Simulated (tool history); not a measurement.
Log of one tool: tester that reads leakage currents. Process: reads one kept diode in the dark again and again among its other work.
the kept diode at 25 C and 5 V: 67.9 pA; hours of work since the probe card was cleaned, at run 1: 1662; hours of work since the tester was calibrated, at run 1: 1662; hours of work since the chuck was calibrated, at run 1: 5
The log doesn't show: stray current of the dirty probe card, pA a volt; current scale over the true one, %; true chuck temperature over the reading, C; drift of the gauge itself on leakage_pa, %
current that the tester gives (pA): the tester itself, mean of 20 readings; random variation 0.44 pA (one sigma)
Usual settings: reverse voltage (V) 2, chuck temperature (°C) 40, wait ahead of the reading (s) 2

run    hour  reverse voltage (V)  chuck temperature (°C)  wait ahead of the reading (s)  hours of work since the probe card was cleaned  hours of work since the tester was calibrated  hours of work since the chuck was calibrated  current that the tester gives (pA)
  1       0                    2                      40                              2                                            1662                                           1662                                             5                              146.86
  2    84.3                    2                      40                              2                                            1707                                           1707                                            49                              145.86
  3   169.4                    2                      40                              2                                            1751                                           1751                                            93                              145.15
  4   216.8                    2                      40                              2                                            1776                                           1776                                           118                              144.58
  5   318.2                    2                      40                           1.45                                            1829                                           1829                                           171                              142.61
  6   412.3                    2                      40                           1.45                                            1879                                           1879                                           221                              141.75
  7   505.9                    2                      40                           1.45                                            1928                                           1928                                           270                              140.05
  8   583.7                    2                      40                           1.45                                            1968                                           1968                                           311                              139.14
  9     631                 3.41                      40                              2                                            1993                                           1993                                           335                              180.69
 10   704.3                 3.41                      60                              2                                            2032                                           2032                                           374                              751.93
 11   780.6                 3.41                      60                              2                                            2072                                           2072                                           414                              741.01
 12   853.4                 3.41                      60                              2                                            2110                                           2110                                           452                              734.89
 13   953.3                 3.41                      60                              2                                            2162                                           2162                                           504                              732.34
 14  1017.6                13.27                      29                           0.44                                            2196                                           2196                                           538                              167.65
 15  1114.5                18.65                      26                           0.57                                            2247                                           2247                                           589                              169.45
     1186.8  -- chuck's temperature calibrated
 16  1207.3                18.65                      26                           0.42                                            2294                                           2294                                            11                              186.51
 17  1268.8                18.65                      26                           0.42                                            2326                                           2326                                            43                              185.61
     1310.9  -- tester calibrated
 18  1317.8                 3.73                      40                           1.23                                            2351                                              4                                            68                              204.98
 19  1386.5                 3.73                      40                           1.23                                            2387                                             40                                           104                              203.15
     1437.8  -- probe card cleaned and baked
 20  1438.6                 3.73                      40                           1.23                                               0                                             65                                           129                              194.33
 21    1546                 1.46                      27                           1.23                                              57                                            122                                           186                               42.22

Run 22 comes next. What will it give?
 22  1611                 1.46                      27                           1.23                                              91                                            156                                           220                                   ?

Run 22 gave current that the tester gives (pA) 41.85.
Without the tool's hidden state the same run would have given current that the tester gives (pA) 43.92.

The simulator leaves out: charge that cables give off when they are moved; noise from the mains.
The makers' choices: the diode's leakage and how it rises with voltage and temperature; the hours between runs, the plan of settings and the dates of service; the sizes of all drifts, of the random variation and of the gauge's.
